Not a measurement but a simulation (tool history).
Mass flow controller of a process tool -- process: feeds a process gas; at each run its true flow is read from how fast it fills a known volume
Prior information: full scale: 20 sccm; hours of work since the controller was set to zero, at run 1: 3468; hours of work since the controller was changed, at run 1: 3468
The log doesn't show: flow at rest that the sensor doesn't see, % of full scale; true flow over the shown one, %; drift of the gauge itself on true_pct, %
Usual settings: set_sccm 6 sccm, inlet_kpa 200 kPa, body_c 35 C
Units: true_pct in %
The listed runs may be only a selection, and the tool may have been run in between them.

| run | hour | set_sccm | inlet_kpa | body_c | hours of work since the controller was set to zero | hours of work since the controller was changed | true_pct |
|---|---|---|---|---|---|---|---|
| 1 | 0.0 | 6 | 200 | 35 | 3468 | 3468 | 98.45 |
| 2 | 181.2 | 6 | 200 | 35 | 3589 | 3589 | 98.47 |
| 3 | 483.5 | 6 | 200 | 35 | 3790 | 3790 | 98.49 |
| 4 | 743.6 | 6 | 200 | 35 | 3963 | 3963 | 98.52 |
| 5 | 996.9 | 6 | 200 | 29 | 4132 | 4132 | 98.93 |
| 6 | 1180.3 | 6 | 200 | 35 | 4254 | 4254 | 98.41 |
| 7 | 1506.6 | 6 | 200 | 35 | 4472 | 4472 | 98.64 |
| 8 | 1789.1 | 6 | 200 | 35 | 4660 | 4660 | 98.57 |
| 9 | 2109.0 | 6 | 200 | 35 | 4873 | 4873 | 98.53 |
| 10 | 2397.5 | 6 | 252 | 35 | 5065 | 5065 | 98.85 |
| 11 | 2551.6 | 6 | 200 | 35 | 5168 | 5168 | 98.68 |
| 12 | 2894.7 | 6 | 200 | 36 | 5397 | 5397 | 98.53 |
| 13 | 3241.5 | 6 | 200 | 35 | 5628 | 5628 | 98.72 |
| 14 | 3549.7 | 15 | 200 | 35 | 5833 | 5833 | 100.43 |
| 15 | 3833.0 | 11 | 200 | 35 | 6022 | 6022 | 99.78 |
| 16 | 4074.0 | 11 | 200 | 35 | 6182 | 6182 | 99.84 |
| 17 | 4227.2 | 11 | 200 | 35 | 6284 | 6284 | 100.00 |
| 18 | 4466.5 | 6 | 200 | 20 | 6444 | 6444 | 99.88 |
| 19 | 4653.7 | 6 | 200 | 20 | 6569 | 6569 | 99.89 |
| 20 | 4899.3 | 6 | 200 | 20 | 6732 | 6732 | 99.86 |
| 21 | 5097.4 | 6 | 200 | 35 | 6864 | 6864 | 98.91 |
| 22 | 5397.0 | 6 | 200 | 35 | 7064 | 7064 | 98.88 |
| 23 | 5612.9 | 6 | 200 | 35 | 7208 | 7208 | 98.84 |
| 24 | 5853.3 | 3 | 200 | 35 | 7368 | 7368 | 96.86 |
| 25 | 6174.2 | 3 | 200 | 35 | 7582 | 7582 | 96.86 |
|  | 6379.5 | controller's zero set anew |
| 26 | 6447.5 | 3 | 200 | 35 | 45 | 7763 | 100.49 |
| 27 | 6773.8 | 7 | 165 | 35 | 263 | 7981 | 100.86 |
| 28 | 6983.8 | 5 | 200 | 35 | 403 | 8121 | 100.72 |
| 29 | 7315.7 | 17 | 217 | 35 | 624 | 8342 | 102.06 |
| 30 | 7621.5 | 13 | 200 | 21 | 828 | 8546 | 102.71 |
| 31 | 7880.5 | 6 | 227 | 35 | 1000 | 8718 | 101.13 |
| 32 | 8046.4 | 3 | 157 | 22 | 1111 | 8829 | 101.01 |
|  | 8386.9 | controller exchanged for a calibrated one |
| 33 | 8392.7 | 6 | 240 | 22 | 4 | 4 | 98.90 |

What will run 34 give?
| 34 | 8738.9 | 3 | 273 | 30 | 234 | 234 | ? |

{"run 34": {"true_pct": 98.28}}
If the tool had no hidden condition, the same run with the same run-to-run variation would have returned true_pct 98.50 %.

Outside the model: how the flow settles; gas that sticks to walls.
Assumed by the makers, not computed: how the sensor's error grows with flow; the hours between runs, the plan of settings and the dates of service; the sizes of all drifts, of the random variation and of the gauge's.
